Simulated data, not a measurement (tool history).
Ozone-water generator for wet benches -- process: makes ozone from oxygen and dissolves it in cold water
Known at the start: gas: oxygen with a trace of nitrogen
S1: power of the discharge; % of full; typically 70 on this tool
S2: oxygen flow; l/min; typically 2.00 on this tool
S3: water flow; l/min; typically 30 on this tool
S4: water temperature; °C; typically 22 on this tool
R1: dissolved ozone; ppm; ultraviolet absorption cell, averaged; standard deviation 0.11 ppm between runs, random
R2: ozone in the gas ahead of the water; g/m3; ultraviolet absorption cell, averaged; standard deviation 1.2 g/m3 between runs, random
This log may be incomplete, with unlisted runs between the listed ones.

run	day	S1	S2	S3	S4	R1	R2
1	0.000	70	2.00	30	22	7.5	211.5
2	0.908	70	2.00	28	22	8.1	212.9
3	2.179	70	2.00	28	22	8.2	214.0
4	3.108	70	2.00	30	22	7.6	214.5
5	4.575	70	1.89	30	22	7.3	220.4
6	5.842	70	1.89	30	22	7.2	219.7
7	7.217	70	1.89	30	22	7.5	221.0
8	8.525	70	1.89	30	22	7.4	219.6
9	9.538	70	1.89	30	22	7.3	222.5
10	10.462	70	2.00	41	22	5.0	215.9
11	11.088	70	2.00	41	22	4.8	214.4
12	12.450	51	2.00	41	22	3.9	165.8
13	13.088	51	2.00	41	22	3.9	166.5
14	13.925	70	2.00	30	22	7.2	212.9
15	15.100	70	2.00	30	22	7.4	217.3
16	16.567	70	2.00	30	22	7.4	215.7
17	17.846	70	2.21	46	17	4.5	208.8
18	18.754	70	2.00	30	29	7.1	215.8
19	20.275	70	2.00	30	29	7.2	219.1
20	21.500	70	2.00	45	22	4.3	218.1
21	22.179	52	1.82	45	15	3.5	178.5
22	22.838	52	1.82	45	15	3.3	175.2
23	23.850	52	1.82	45	15	3.4	178.0
# day 24.246: gauge calibrated
24	24.546	66	2.00	30	15	7.4	201.4
25	25.429	66	2.00	30	15	7.3	201.7
26	26.246	66	2.00	30	15	7.4	203.7
27	27.496	66	1.39	30	16	6.3	239.1
28	28.808	70	2.00	30	29	7.3	214.0
29	30.267	70	2.00	30	29	7.1	216.0
30	31.738	49	1.56	30	22	4.9	177.9
31	32.454	70	2.42	36	22	6.2	197.9
32	33.500	76	2.00	29	22	8.5	229.9

Table of differences, measured result less the result of that run with no hidden state. Run-to-run variation is the same in both. Gauge scatter possibly is not:
The hidden state here: yield of the discharge, % of new electrodes'; contactor's efficiency, % of a clean one's; true water temperature over the reading, C; drift of the gauge itself on ozone_ppm, %; drift of the gauge itself on gas_g_m3, %.
run	R2
1	+0.0
2	+0.2
3	+0.6
4	+0.8
5	+1.2
6	+1.6
7	+1.9
8	+2.2
9	+2.5
10	+2.7
11	+2.8
12	+2.5
13	+2.6
14	+3.5
15	+3.9
16	+4.2
17	+4.4
18	+4.8
19	+5.3
20	+5.5
21	+4.7
22	+4.8
23	+5.0
24	+0.0
25	+0.3
26	+0.4
27	+0.9
28	+1.1
29	+1.5
30	+1.6
31	+1.9
32	+2.5
R1 without the hidden state stays within 0.1 ppm of what was measured, in all runs.

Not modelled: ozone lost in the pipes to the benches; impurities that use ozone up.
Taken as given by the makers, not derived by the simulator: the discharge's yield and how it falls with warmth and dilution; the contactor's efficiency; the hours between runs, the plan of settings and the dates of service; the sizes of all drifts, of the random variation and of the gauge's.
